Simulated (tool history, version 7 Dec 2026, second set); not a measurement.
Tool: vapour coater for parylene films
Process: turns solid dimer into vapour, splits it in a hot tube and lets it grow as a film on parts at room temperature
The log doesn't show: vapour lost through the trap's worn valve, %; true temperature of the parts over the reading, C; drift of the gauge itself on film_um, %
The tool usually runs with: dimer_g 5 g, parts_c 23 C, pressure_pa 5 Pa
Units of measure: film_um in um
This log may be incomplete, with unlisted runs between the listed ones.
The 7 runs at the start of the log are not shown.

run,hour,dimer_g,parts_c,pressure_pa,hours of work since the trap's valve was overhauled,hours of work since the table's thermometer was calibrated,film_um
8,128.3,5,23,5,392,693,2.72
9,145,7,23,5,407,707,3.88
10,158,7,23,5,418,719,3.81
11,171.9,7,23,5,431,731,3.77
12,196.1,5,23,5,452,752,2.68
13,218,4,23,5,471,771,2.15
14,242.3,3,23,5,492,792,1.65
15,258.3,3,23,5,506,806,1.6
16,279.7,3,23,5,525,825,1.59
17,299.9,5,32,5,542,843,2.28
18,313.7,5,32,5,554,855,2.28
# hour 317.5: table's thermometer calibrated
19,324.7,5,31,2.11,563,6,2.92
# hour 346.1: trap's valve overhauled
20,352.5,5,21,7.74,6,27,2.77
21,375.9,4,19,10.27,26,47,2.08
22,388.5,7,23,10.45,37,58,3.38
23,407.1,7,23,8.03,53,75,3.68
24,431.1,7,20,8.03,74,96,3.81
25,450.6,3,23,7.21,91,113,1.59
26,470.9,3,23,7.21,109,130,1.61
27,484.6,3,23,3.52,121,142,1.88
28,497.2,2,35,2.29,132,153,1.15
29,512.9,5,18,6.41,146,167,2.96
30,525.1,3,18,4.46,156,178,1.88

What does the tool deliver on the next run?
31,543.8,5,22,11.43,172,194,?

Run 31 measured film_um 2.34 um.
Were there no unlogged condition in the tool, this run, its random variation unchanged, would have produced film_um 2.44 um.
